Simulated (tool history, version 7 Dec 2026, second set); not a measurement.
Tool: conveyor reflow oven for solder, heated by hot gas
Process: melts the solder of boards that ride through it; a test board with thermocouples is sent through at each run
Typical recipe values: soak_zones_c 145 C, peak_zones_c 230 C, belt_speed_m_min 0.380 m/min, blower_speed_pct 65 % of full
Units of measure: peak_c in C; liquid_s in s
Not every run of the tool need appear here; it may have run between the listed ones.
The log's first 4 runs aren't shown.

| run | day | soak_zones_c | peak_zones_c | belt_speed_m_min | blower_speed_pct | hours of work since the flux was cleaned out | hours of work since the belt drive was overhauled | hours of work since the thermocouples were changed | peak_c | liquid_s |
|---|---|---|---|---|---|---|---|---|---|---|
| 5 | 1.100 | 146 | 230 | 0.380 | 65 | 140 | 32 | 171 | 216.7 | 74.7 |
| 6 | 1.350 | 146 | 230 | 0.380 | 65 | 143 | 35 | 173 | 216.6 | 75.0 |
| 7 | 1.600 | 146 | 230 | 0.380 | 65 | 146 | 38 | 176 | 216.6 | 74.7 |
| 8 | 1.921 | 156 | 230 | 0.380 | 65 | 149 | 41 | 180 | 218.3 | 81.7 |
| 9 | 2.292 | 156 | 230 | 0.380 | 65 | 153 | 45 | 184 | 218.3 | 81.2 |
| 10 | 2.596 | 156 | 230 | 0.380 | 65 | 157 | 48 | 187 | 218.3 | 82.0 |
| 11 | 2.783 | 156 | 223 | 0.380 | 65 | 159 | 51 | 189 | 212.2 | 76.6 |
| 12 | 3.054 | 156 | 223 | 0.355 | 65 | 162 | 53 | 192 | 213.6 | 83.9 |
| 13 | 3.242 | 156 | 223 | 0.355 | 65 | 164 | 56 | 194 | 213.6 | 84.0 |
| 14 | 3.462 | 156 | 223 | 0.355 | 65 | 166 | 58 | 196 | 213.6 | 83.8 |
| 15 | 3.771 | 156 | 223 | 0.355 | 65 | 169 | 61 | 200 | 213.6 | 84.1 |
| 16 | 3.938 | 145 | 230 | 0.378 | 65 | 171 | 63 | 202 | 216.6 | 74.4 |

What does the tool deliver on the next run?
| 17 | 4.342 | 145 | 230 | 0.417 | 65 | 176 | 68 | 206 | ? | ? |

{"run 17": {"peak_c": 213.8, "liquid_s": 64.3}}
If the tool had no hidden condition, the same run with the same run-to-run variation would have returned peak_c 214.4 C, liquid_s 65.0 s.
